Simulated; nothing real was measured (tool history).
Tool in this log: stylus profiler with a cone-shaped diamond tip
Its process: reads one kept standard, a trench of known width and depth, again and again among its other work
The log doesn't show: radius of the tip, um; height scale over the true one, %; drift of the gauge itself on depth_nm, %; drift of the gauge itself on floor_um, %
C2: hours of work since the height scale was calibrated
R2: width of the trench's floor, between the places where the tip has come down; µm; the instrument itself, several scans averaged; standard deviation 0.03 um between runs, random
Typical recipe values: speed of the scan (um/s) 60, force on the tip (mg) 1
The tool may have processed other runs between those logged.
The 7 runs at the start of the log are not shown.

{"run": 8, "hour": 131.3, "speed of the scan (um/s)": 60, "force on the tip (mg)": 1, "scans with this tip": 1565, "C2": 131, "depth of the trench (nm)": 1004.62, "R2": 45.33}
{"run": 9, "hour": 146.2, "speed of the scan (um/s)": 60, "force on the tip (mg)": 1, "scans with this tip": 1639, "C2": 137, "depth of the trench (nm)": 1004.72, "R2": 45.36}
{"run": 10, "hour": 159.2, "speed of the scan (um/s)": 60, "force on the tip (mg)": 2.67, "scans with this tip": 1703, "C2": 143, "depth of the trench (nm)": 1008.37, "R2": 45.53}
{"run": 11, "hour": 175.4, "speed of the scan (um/s)": 60, "force on the tip (mg)": 2.67, "scans with this tip": 1784, "C2": 150, "depth of the trench (nm)": 1007.85, "R2": 45.52}
{"run": 12, "hour": 198.9, "speed of the scan (um/s)": 60, "force on the tip (mg)": 1, "scans with this tip": 1901, "C2": 159, "depth of the trench (nm)": 1004.62, "R2": 45.25}
{"run": 13, "hour": 223.3, "speed of the scan (um/s)": 60, "force on the tip (mg)": 1, "scans with this tip": 2022, "C2": 170, "depth of the trench (nm)": 1004.49, "R2": 45.28}
{"run": 14, "hour": 237.3, "speed of the scan (um/s)": 39, "force on the tip (mg)": 1, "scans with this tip": 2092, "C2": 175, "depth of the trench (nm)": 1004.77, "R2": 45.55}
{"run": 15, "hour": 249.9, "speed of the scan (um/s)": 39, "force on the tip (mg)": 1, "scans with this tip": 2154, "C2": 181, "depth of the trench (nm)": 1004.6, "R2": 45.49}
{"run": 16, "hour": 264.3, "speed of the scan (um/s)": 60, "force on the tip (mg)": 0.41, "scans with this tip": 2226, "C2": 187, "depth of the trench (nm)": 1002.76, "R2": 44.89}
{"hour": 266.5, "done": "height scale calibrated on a step standard"}
{"run": 17, "hour": 279.8, "speed of the scan (um/s)": 82, "force on the tip (mg)": 0.86, "scans with this tip": 2300, "C2": 6, "depth of the trench (nm)": 1004.7, "R2": 44.99}
{"run": 18, "hour": 293.4, "speed of the scan (um/s)": 30, "force on the tip (mg)": 0.87, "scans with this tip": 2368, "C2": 11, "depth of the trench (nm)": 1004.21, "R2": 45.51}
{"run": 19, "hour": 317.0, "speed of the scan (um/s)": 30, "force on the tip (mg)": 0.87, "scans with this tip": 2486, "C2": 21, "depth of the trench (nm)": 1004.3, "R2": 45.56}
{"run": 20, "hour": 330.9, "speed of the scan (um/s)": 30, "force on the tip (mg)": 0.87, "scans with this tip": 2554, "C2": 27, "depth of the trench (nm)": 1004.46, "R2": 45.5}

Forecast run 21:
{"hour": 340.0, "done": "height scale calibrated on a step standard, once more"}
{"run": 21, "hour": 343.0, "speed of the scan (um/s)": 30, "force on the tip (mg)": 0.87, "scans with this tip": 2612, "C2": 1, "depth of the trench (nm)": "?", "R2": "?"}

Logged for run 21: depth of the trench (nm) 1003.68, R2 45.49 µm.
With the hidden condition absent and the run-to-run variation left alone, this run would have shown depth of the trench (nm) 1003.73, R2 45.64 µm.

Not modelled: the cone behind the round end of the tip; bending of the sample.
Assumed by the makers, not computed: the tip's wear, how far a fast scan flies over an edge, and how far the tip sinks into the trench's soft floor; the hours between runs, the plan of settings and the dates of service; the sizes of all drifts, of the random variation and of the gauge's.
